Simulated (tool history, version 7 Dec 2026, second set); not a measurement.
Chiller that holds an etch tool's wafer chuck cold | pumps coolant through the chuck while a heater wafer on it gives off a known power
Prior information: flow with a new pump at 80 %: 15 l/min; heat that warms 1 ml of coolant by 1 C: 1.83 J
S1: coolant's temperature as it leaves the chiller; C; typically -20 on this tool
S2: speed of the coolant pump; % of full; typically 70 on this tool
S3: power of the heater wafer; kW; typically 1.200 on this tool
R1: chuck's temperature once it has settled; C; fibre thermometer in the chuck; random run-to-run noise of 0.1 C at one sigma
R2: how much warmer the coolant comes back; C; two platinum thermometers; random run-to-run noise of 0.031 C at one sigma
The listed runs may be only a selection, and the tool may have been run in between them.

run	hour	S1	S2	S3	R1	R2
1	0.0	-20	70	1.200	-8.5	3.18
# hour 13.2: chiller's thermometer calibrated
2	37.0	-20	70	1.200	-7.5	3.16
3	66.9	-22	70	1.200	-9.6	3.12
4	98.8	-12	70	1.200	0.5	3.11
5	122.3	-21	70	1.200	-8.6	3.11
6	149.1	-21	82	1.200	-10.0	2.71
7	173.2	-21	82	1.200	-10.0	2.74
8	206.3	-17	70	1.200	-4.3	3.18
9	223.8	-17	70	1.200	-4.3	3.20
10	242.0	-27	96	1.200	-17.4	2.27
11	268.7	-27	62	0.701	-19.0	2.06
12	292.4	-20	66	1.635	-1.9	4.57
13	330.1	-28	100	1.394	-16.9	2.60
14	364.2	-28	100	0.930	-20.7	1.80
15	400.5	-28	100	0.930	-20.5	1.71
16	430.9	-28	100	0.930	-20.7	1.76
17	451.2	-24	91	1.280	-13.0	2.62

Here are 3 independent what-if runs from the current tool condition. What would each one return?
A	469.6	-21	70	1.200	?	?
B	469.6	-25	70	1.200	?	?
C	469.6	-24	91	1.361	?	?

run	R1	R2
A	-7.9	3.19
B	-12.4	3.13
C	-12.2	2.77
With no hidden state in the tool, these same runs would have given:
run	R1	R2
A	-9.5	3.01
B	-14.0	2.95
C	-13.7	2.61

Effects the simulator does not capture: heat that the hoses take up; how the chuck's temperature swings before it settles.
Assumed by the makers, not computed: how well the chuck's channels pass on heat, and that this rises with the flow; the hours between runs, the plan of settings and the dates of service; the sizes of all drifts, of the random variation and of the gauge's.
